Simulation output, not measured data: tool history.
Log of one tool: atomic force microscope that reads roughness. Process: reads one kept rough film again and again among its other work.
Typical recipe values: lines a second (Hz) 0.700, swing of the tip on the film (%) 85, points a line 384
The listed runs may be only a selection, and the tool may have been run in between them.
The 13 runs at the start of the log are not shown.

run   hour  lines a second (Hz)  swing of the tip on the film (%)  points a line  roughness of the kept film (nm (root mean square))
 14  127.4                0.700                                81            384                                               2.766
 15  137.5                0.700                                81            384                                               2.737
 16  149.1                0.700                                81            384                                               2.704
 17  155.9                0.700                                81            384                                               2.677
 18  162.9                0.700                                81            384                                               2.630
 19  172.3                3.858                                81            384                                               2.030
 20  181.4                0.700                                83            817                                               2.577
 21  187.8                1.383                                80            311                                               2.417
     191.4  -- new tip fitted
 22  196.6                1.383                                80            311                                               3.252
 23  202.6                0.700                                82            384                                               3.429
 24  215.3                0.700                                56            396                                               3.551
 25  225.6                0.700                                56            396                                               3.465
 26  233.1                0.700                                56            396                                               3.403
 27  244.1                0.700                                56            396                                               3.375
 28  254.0                0.700                                86            498                                               3.100
 29  261.5                0.700                                86            498                                               3.063
 30  267.8                0.700                                67            384                                               3.167
 31  281.2                0.700                                83            384                                               2.972

What will run 32 give?
 32  292.0                3.526                                78            943                                                   ?

roughness of the kept film (nm (root mean square)): 2.414
On a tool with no hidden condition, and with the same random variation, this run would have come out at roughness of the kept film (nm (root mean square)) 2.861.
